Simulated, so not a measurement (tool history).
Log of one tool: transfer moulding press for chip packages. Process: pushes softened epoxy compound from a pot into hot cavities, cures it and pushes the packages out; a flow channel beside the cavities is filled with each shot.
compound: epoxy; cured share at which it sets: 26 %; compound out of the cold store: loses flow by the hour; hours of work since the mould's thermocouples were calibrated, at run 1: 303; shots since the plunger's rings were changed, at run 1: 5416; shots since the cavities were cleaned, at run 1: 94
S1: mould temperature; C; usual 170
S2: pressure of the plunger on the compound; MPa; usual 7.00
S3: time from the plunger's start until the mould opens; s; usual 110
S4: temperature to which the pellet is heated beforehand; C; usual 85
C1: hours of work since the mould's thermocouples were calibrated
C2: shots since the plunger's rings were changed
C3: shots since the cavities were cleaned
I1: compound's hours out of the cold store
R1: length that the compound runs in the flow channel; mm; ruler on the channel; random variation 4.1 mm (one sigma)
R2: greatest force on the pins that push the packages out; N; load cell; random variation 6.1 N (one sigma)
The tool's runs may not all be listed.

Run 1, day 0.000: usual settings; C1 303; C2 5416; C3 94; I1 24.0. Result: R1 861 mm, R2 272 N.
Run 2, day 0.454: usual settings but S4 87 C; C1 311; C2 5543; C3 221; I1 38.6. Result: R1 784 mm, R2 310 N.
Run 3, day 0.883: usual settings but S4 87 C; C1 318; C2 5662; C3 340; I1 18.0. Result: R1 892 mm, R2 359 N.
Run 4, day 1.596: usual settings but S4 87 C; C1 330; C2 5862; C3 540; I1 27.3. Result: R1 846 mm, R2 380 N.
Run 5, day 2.050: usual settings but S4 87 C; C1 337; C2 5989; C3 667; I1 40.9. Result: R1 772 mm, R2 410 N.
At day 2.154: cavities cleaned with cleaning compound and waxed.
Run 6, day 2.792: usual settings but S2 8.79 MPa; C1 348; C2 6178; C3 177; I1 16.5. Result: R1 1019 mm, R2 311 N.
Run 7, day 3.167: usual settings but S2 6.32 MPa; C1 355; C2 6284; C3 283; I1 36.8. Result: R1 744 mm, R2 326 N.
At day 3.354: plunger's sealing rings changed.
Run 8, day 3.712: usual settings but S2 5.74 MPa; C1 362; C2 101; C3 406; I1 42.0. Result: R1 738 mm, R2 359 N.
Run 9, day 4.438: usual settings but S2 5.74 MPa; C1 374; C2 303; C3 608; I1 10.6. Result: R1 912 mm, R2 430 N.
At day 4.750: cavities cleaned with cleaning compound and waxed.
Run 10, day 5.233: usual settings but S1 168 C, S2 7.12 MPa, S3 114 s, S4 93 C; C1 386; C2 509; C3 136; I1 35.3. Result: R1 861 mm, R2 285 N.
Run 11, day 5.712: usual settings but S1 168 C, S2 7.12 MPa, S3 103 s, S4 83 C; C1 394; C2 642; C3 269; I1 31.0. Result: R1 880 mm, R2 375 N.
Run 12, day 6.379: usual settings but S1 168 C, S2 7.12 MPa, S3 140 s, S4 80 C; C1 405; C2 829; C3 456; I1 17.2. Result: R1 967 mm, R2 342 N.
Run 13, day 6.925: usual settings but S1 168 C, S2 7.12 MPa, S3 140 s, S4 80 C; C1 414; C2 980; C3 607; I1 12.8. Result: R1 992 mm, R2 376 N.
At day 7.279: cavities cleaned with cleaning compound and waxed.
Run 14, day 7.458: usual settings but S1 168 C, S2 7.12 MPa, S3 140 s, S4 80 C; C1 421; C2 1113; C3 51; I1 12.6. Result: R1 999 mm, R2 241 N.
Run 15, day 7.862: usual settings but S1 168 C, S2 7.12 MPa, S3 140 s, S4 80 C; C1 428; C2 1225; C3 163; I1 15.5. Result: R1 971 mm, R2 273 N.
Run 16, day 8.238: usual settings but S1 168 C, S2 7.12 MPa, S3 140 s, S4 80 C; C1 434; C2 1330; C3 268; I1 12.7. Result: R1 984 mm, R2 314 N.
Run 17, day 8.904: usual settings but S1 176 C, S2 6.75 MPa, S4 94 C; C1 445; C2 1516; C3 454; I1 14.3. Result: R1 932 mm, R2 361 N.
Run 18, day 9.400: usual settings but S1 176 C, S2 6.75 MPa, S4 94 C; C1 453; C2 1655; C3 593; I1 43.0. Result: R1 774 mm, R2 372 N.

5 ways to go on from here, each from the tool as it stands after run 18. What would each give?
At day 9.775: cavities cleaned with cleaning compound and waxed.
Run A, day 9.933: usual settings but S2 7.11 MPa, S3 122 s, S4 82 C; C1 461; C2 1787; C3 44; I1 37.1. Result: R1 ?, R2 ?.
At day 9.775: cavities cleaned with cleaning compound and waxed.
Run B, day 9.933: usual settings but S1 172 C, S2 6.75 MPa, S4 94 C; C1 461; C2 1787; C3 44; I1 8.3. Result: R1 ?, R2 ?.
At day 9.775: cavities cleaned with cleaning compound and waxed.
Run C, day 9.933: usual settings but S1 172 C, S2 6.75 MPa, S3 90 s, S4 91 C; C1 461; C2 1787; C3 44; I1 15.1. Result: R1 ?, R2 ?.
At day 9.775: cavities cleaned with cleaning compound and waxed.
Run D, day 9.933: usual settings but S1 165 C, S2 6.75 MPa, S4 94 C; C1 461; C2 1787; C3 44; I1 22.0. Result: R1 ?, R2 ?.
At day 9.775: cavities cleaned with cleaning compound and waxed.
Run E, day 9.933: usual settings but S1 174 C; C1 461; C2 1787; C3 44; I1 20.6. Result: R1 ?, R2 ?.

run   R1   R2
  A  835  245
  B  973  248
  C  938  306
  D  906  320
  E  915  241
Without the tool's hidden state the same runs would have given:
run   R1   R2
  A  850  219
  B  990  220
  C  955  261
  D  922  273
  E  931  215

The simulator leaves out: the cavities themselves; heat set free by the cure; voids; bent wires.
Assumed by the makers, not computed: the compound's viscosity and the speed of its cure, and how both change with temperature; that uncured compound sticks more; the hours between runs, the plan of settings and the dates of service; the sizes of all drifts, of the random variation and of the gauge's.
